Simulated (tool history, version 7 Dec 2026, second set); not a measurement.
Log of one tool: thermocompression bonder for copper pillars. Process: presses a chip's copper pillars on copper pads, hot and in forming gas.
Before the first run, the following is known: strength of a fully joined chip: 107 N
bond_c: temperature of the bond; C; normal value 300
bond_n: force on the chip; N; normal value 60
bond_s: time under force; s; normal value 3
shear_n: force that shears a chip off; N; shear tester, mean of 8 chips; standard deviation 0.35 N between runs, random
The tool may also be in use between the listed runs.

run   hour  bond_c  bond_n  bond_s  shear_n
  1      0     300      60       3     43.5
  2    8.6     300      59       3     42.6
  3   16.6     300      59       3       43
  4     25     300      41       3     33.2
      35.5  -- forming gas filter changed
  5   41.7     300      60       6     56.1
  6   53.6     300      60       3     43.8
  7   61.7     300      60       3       43
  8   76.4     300      53       3     39.5
  9   90.2     300      60       4       49
 10  106.4     300      53       3     39.9
 11    120     300      53       3       40
 12  129.5     300      60       3     43.6
 13  140.9     300      60       4     48.5
 14  147.9     300      60       4     48.4
 15  155.2     326      60       3     60.9
 16  167.4     300      60       3     43.5
 17  174.4     300      79       3     51.7
 18  190.6     300      79       3     52.7
 19  205.3     300      79       3     51.9
 20  213.7     300      60       5     52.6
 21  225.8     300      60       5     52.5
 22  241.7     325      70       6     79.7
 23  250.2     308      80       2     50.7
 24  258.1     308      80       2     50.4
 25  273.7     308      80       2     50.9
 26  285.5     309      60       6     62.5
 27  294.1     300      60       6     55.2
 28  304.2     300      50       5     46.1
 29  311.4     293      76       4     51.4
 30  320.2     279      78       2     31.9
 31  330.2     305      65       2     42.3
 32  343.5     316      60       3     53.8
 33  360.3     286      57       7       47
 34  372.1     271      42       3       20
 35  382.2     271      42       3     20.3
 36  395.6     271      42       4     23.6
 37  407.8     271      42       4     23.1
 38  424.3     300      44       4       39
 39  431.3     324      41       5     56.1

Predict each of these 5 candidate next runs independently; none follows another, all start after run 39:
  A  443.1     319      84       3        ?
  B  443.1     296      46       9        ?
  C  443.1     324      52       5        ?
  D  443.1     322      60       3        ?
  E  443.1     324      41       2        ?

run  shear_n
  A     68.2
  B     50.6
  C     64.2
  D     57.1
  E     39.2
Take away the tool's hidden state, keep each run's random variation, and the runs would have read:
run  shear_n
  A     68.3
  B     50.6
  C     64.2
  D     57.2
  E     39.2

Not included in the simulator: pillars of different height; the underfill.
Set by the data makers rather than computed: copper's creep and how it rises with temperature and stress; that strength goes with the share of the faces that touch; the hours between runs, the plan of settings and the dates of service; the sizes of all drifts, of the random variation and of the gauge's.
